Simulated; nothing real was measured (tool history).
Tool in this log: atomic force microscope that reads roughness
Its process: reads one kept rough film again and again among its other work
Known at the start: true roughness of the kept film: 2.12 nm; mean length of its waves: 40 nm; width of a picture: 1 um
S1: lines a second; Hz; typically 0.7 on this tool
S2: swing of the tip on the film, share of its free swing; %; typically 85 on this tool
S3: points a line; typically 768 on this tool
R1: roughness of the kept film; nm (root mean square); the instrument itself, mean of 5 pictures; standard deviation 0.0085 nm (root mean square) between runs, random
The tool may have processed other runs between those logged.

run,hour,S1,S2,S3,R1
1,0,0.7,85,768,1.833
2,15.4,0.7,85,768,1.819
3,28.6,0.7,85,433,1.79
4,41.6,0.7,85,433,1.771
# hour 44.2: new tip fitted
5,55.4,0.7,85,433,1.844
6,63.8,0.7,59,433,1.923
7,74.9,1.748,85,768,1.636
8,90.9,0.7,85,768,1.783
9,99.5,0.7,85,394,1.756
# hour 108.2: new tip fitted
10,108.2,1.493,85,768,1.724
11,119.5,0.7,62,768,1.937
12,134.3,0.7,62,768,1.914
13,146.5,0.7,85,768,1.798
14,155.5,0.7,85,710,1.779
15,166.9,0.7,85,710,1.777
# hour 172.3: new tip fitted
16,181.3,0.7,85,710,1.855
17,189.4,0.7,85,768,1.841
18,204.6,0.7,85,768,1.793
19,214.3,0.7,85,768,1.795
# hour 216: height scale calibrated on a step standard
20,228.6,0.609,85,768,1.783
# hour 237.7: new tip fitted
21,241.6,0.609,85,768,1.871
22,250.3,0.7,85,768,1.838
23,261.6,0.7,85,768,1.806
24,272.9,0.7,85,768,1.794
# hour 286.5: height scale calibrated on a step standard, once more
25,288.9,0.7,85,768,1.784
26,296.4,0.7,85,768,1.77
# hour 303.7: new tip fitted
27,310.1,0.7,61,260,1.962
28,321.5,0.634,76,609,1.888
29,336.2,2.621,64,349,1.773
30,346.3,2.621,64,349,1.757
31,357.9,3.423,64,499,1.71
# hour 367.9: new tip fitted
32,373.7,0.691,64,336,1.948
33,382.4,0.7,74,698,1.904
34,394.7,0.7,74,698,1.878
35,408.6,1.469,66,534,1.829
36,424.5,1.469,66,534,1.784
# hour 432.2: new tip fitted
37,436.8,0.616,66,794,1.952
38,446.5,3.779,79,935,1.534
39,453.9,0.872,77,559,1.832
40,464.7,0.89,85,322,1.779
41,475.3,2.547,71,532,1.704
42,486.1,0.7,85,865,1.788
# hour 496.5: new tip fitted
43,497,0.7,88,268,1.825
44,504.8,0.7,88,268,1.818
45,517.3,0.988,82,899,1.805
46,526,0.512,85,768,1.843
47,537.3,0.512,85,768,1.833
48,545,0.7,85,341,1.785
49,555.1,0.894,79,768,1.774
# hour 561.1: new tip fitted
50,567.7,0.559,90,953,1.856
51,579.5,0.544,82,302,1.867

A few steps of R1 between consecutive runs. Split each: what settings, incoming material and random variation would produce without the hidden state, and what is left over for the hidden state, along with gauge scatter present in only one of the two compared results (measured, and without hidden state):
The hidden state here: radius of the tip, nm; height scale over the true one, %; drift of the gauge itself on roughness_nm, %.
Run 6 -> 7: S1 0.7 -> 1.748, S2 59 -> 85, S3 433 -> 768. R1 -0.287 nm (root mean square): hidden state -0.013, all else -0.274.
Run 9 -> 10: S1 0.7 -> 1.493, S3 394 -> 768, new tip fitted. R1 -0.032 nm (root mean square): hidden state +0.102, all else -0.134.
Run 26 -> 27: S2 85 -> 61, S3 768 -> 260, new tip fitted. R1 +0.192 nm (root mean square): hidden state +0.095, all else +0.097.
Run 37 -> 38: S1 0.616 -> 3.779, S2 66 -> 79, S3 794 -> 935. R1 -0.418 nm (root mean square): hidden state -0.012, all else -0.406.
Run 38 -> 39: S1 3.779 -> 0.872, S2 79 -> 77, S3 935 -> 559. R1 +0.298 nm (root mean square): hidden state -0.02, all else +0.318.
Run 42 -> 43: S2 85 -> 88, S3 865 -> 268, new tip fitted. R1 +0.037 nm (root mean square): hidden state +0.1, all else -0.063.
